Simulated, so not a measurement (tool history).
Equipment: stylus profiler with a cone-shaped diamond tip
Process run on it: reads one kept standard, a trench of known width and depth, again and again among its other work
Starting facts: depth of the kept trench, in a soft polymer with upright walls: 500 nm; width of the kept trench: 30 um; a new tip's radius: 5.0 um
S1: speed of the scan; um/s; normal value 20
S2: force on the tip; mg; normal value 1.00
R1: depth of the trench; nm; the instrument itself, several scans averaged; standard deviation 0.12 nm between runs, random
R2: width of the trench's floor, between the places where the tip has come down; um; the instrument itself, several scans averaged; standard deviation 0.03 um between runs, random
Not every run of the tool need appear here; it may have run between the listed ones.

{"run": 1, "hour": 0.0, "S1": 20, "S2": 1.0, "R1": 505.15, "R2": 24.51}
{"run": 2, "hour": 24.1, "S1": 20, "S2": 1.0, "R1": 505.09, "R2": 24.48}
{"run": 3, "hour": 47.4, "S1": 20, "S2": 1.0, "R1": 504.95, "R2": 24.43}
{"run": 4, "hour": 84.9, "S1": 9, "S2": 1.0, "R1": 505.35, "R2": 24.49}
{"run": 5, "hour": 130.8, "S1": 9, "S2": 1.0, "R1": 505.04, "R2": 24.47}
{"run": 6, "hour": 156.5, "S1": 20, "S2": 1.0, "R1": 505.37, "R2": 24.35}
{"run": 7, "hour": 181.0, "S1": 20, "S2": 0.47, "R1": 503.64, "R2": 24.3}
{"run": 8, "hour": 205.2, "S1": 20, "S2": 1.0, "R1": 505.2, "R2": 24.33}
{"run": 9, "hour": 229.3, "S1": 20, "S2": 0.73, "R1": 504.36, "R2": 24.31}
{"run": 10, "hour": 260.9, "S1": 18, "S2": 1.0, "R1": 505.08, "R2": 24.35}
{"run": 11, "hour": 304.9, "S1": 20, "S2": 1.0, "R1": 505.22, "R2": 24.33}
{"run": 12, "hour": 327.1, "S1": 20, "S2": 1.47, "R1": 506.48, "R2": 24.32}
{"run": 13, "hour": 360.2, "S1": 20, "S2": 1.47, "R1": 506.42, "R2": 24.35}
{"run": 14, "hour": 389.9, "S1": 20, "S2": 1.47, "R1": 506.37, "R2": 24.33}
{"run": 15, "hour": 426.2, "S1": 20, "S2": 1.47, "R1": 506.4, "R2": 24.34}
{"run": 16, "hour": 478.0, "S1": 20, "S2": 1.0, "R1": 505.31, "R2": 24.21}
{"run": 17, "hour": 504.0, "S1": 20, "S2": 0.57, "R1": 504.09, "R2": 24.2}
{"run": 18, "hour": 528.3, "S1": 20, "S2": 0.57, "R1": 504.51, "R2": 24.17}
{"run": 19, "hour": 569.1, "S1": 5, "S2": 0.57, "R1": 504.25, "R2": 24.29}
{"run": 20, "hour": 621.6, "S1": 5, "S2": 0.57, "R1": 504.43, "R2": 24.31}
{"run": 21, "hour": 659.8, "S1": 5, "S2": 0.57, "R1": 504.23, "R2": 24.3}
{"run": 22, "hour": 712.1, "S1": 20, "S2": 1.0, "R1": 505.61, "R2": 24.12}
{"run": 23, "hour": 744.1, "S1": 20, "S2": 1.0, "R1": 505.48, "R2": 24.2}
{"run": 24, "hour": 773.0, "S1": 32, "S2": 1.45, "R1": 506.54, "R2": 24.06}
{"run": 25, "hour": 813.6, "S1": 20, "S2": 2.05, "R1": 508.11, "R2": 24.14}
{"run": 26, "hour": 844.6, "S1": 14, "S2": 1.38, "R1": 505.09, "R2": 25.46}
{"run": 27, "hour": 884.0, "S1": 45, "S2": 0.92, "R1": 503.88, "R2": 25.13}
{"run": 28, "hour": 918.9, "S1": 41, "S2": 1.87, "R1": 506.08, "R2": 25.27}
{"run": 29, "hour": 950.7, "S1": 47, "S2": 1.0, "R1": 503.93, "R2": 25.15}
{"run": 30, "hour": 984.8, "S1": 25, "S2": 0.35, "R1": 501.94, "R2": 25.23}
{"run": 31, "hour": 1032.2, "S1": 20, "S2": 0.35, "R1": 502.25, "R2": 25.22}
{"run": 32, "hour": 1061.3, "S1": 20, "S2": 1.21, "R1": 504.71, "R2": 25.4}
{"run": 33, "hour": 1093.9, "S1": 44, "S2": 1.06, "R1": 504.56, "R2": 25.08}
{"run": 34, "hour": 1125.9, "S1": 7, "S2": 0.47, "R1": 502.62, "R2": 25.41}
{"run": 35, "hour": 1160.5, "S1": 61, "S2": 1.23, "R1": 504.8, "R2": 24.95}
{"run": 36, "hour": 1188.9, "S1": 37, "S2": 1.0, "R1": 504.26, "R2": 25.07}
{"run": 37, "hour": 1221.5, "S1": 29, "S2": 1.0, "R1": 504.16, "R2": 25.12}
{"run": 38, "hour": 1248.0, "S1": 29, "S2": 1.0, "R1": 504.2, "R2": 25.14}
{"run": 39, "hour": 1277.8, "S1": 35, "S2": 1.16, "R1": 504.57, "R2": 25.08}
{"run": 40, "hour": 1308.3, "S1": 14, "S2": 0.38, "R1": 502.66, "R2": 25.15}
{"run": 41, "hour": 1351.5, "S1": 58, "S2": 0.88, "R1": 503.86, "R2": 24.81}
{"run": 42, "hour": 1387.7, "S1": 34, "S2": 0.35, "R1": 502.25, "R2": 24.82}
{"run": 43, "hour": 1435.6, "S1": 31, "S2": 1.09, "R1": 504.44, "R2": 25.02}
{"run": 44, "hour": 1467.1, "S1": 31, "S2": 1.09, "R1": 504.58, "R2": 25.02}
{"run": 45, "hour": 1504.7, "S1": 25, "S2": 0.88, "R1": 504.16, "R2": 25.03}
{"run": 46, "hour": 1551.9, "S1": 28, "S2": 0.75, "R1": 503.74, "R2": 24.96}

Not shown here: 1 entry made in the log between runs. Locate each between two listed runs and compare the hidden state at the listed run before it with the hidden state at the listed run after it:
Logged between run 25 and run 26: new tip fitted, height scale calibrated (hour 820.0)
  radius of the tip, um: 8.4 -> 5.01; height scale over the true one, %: 0.371 -> 0.042
  measured minus no-state result, R1: +1.88 -> +0.21 nm; R2: -1.36 -> +0.00 um
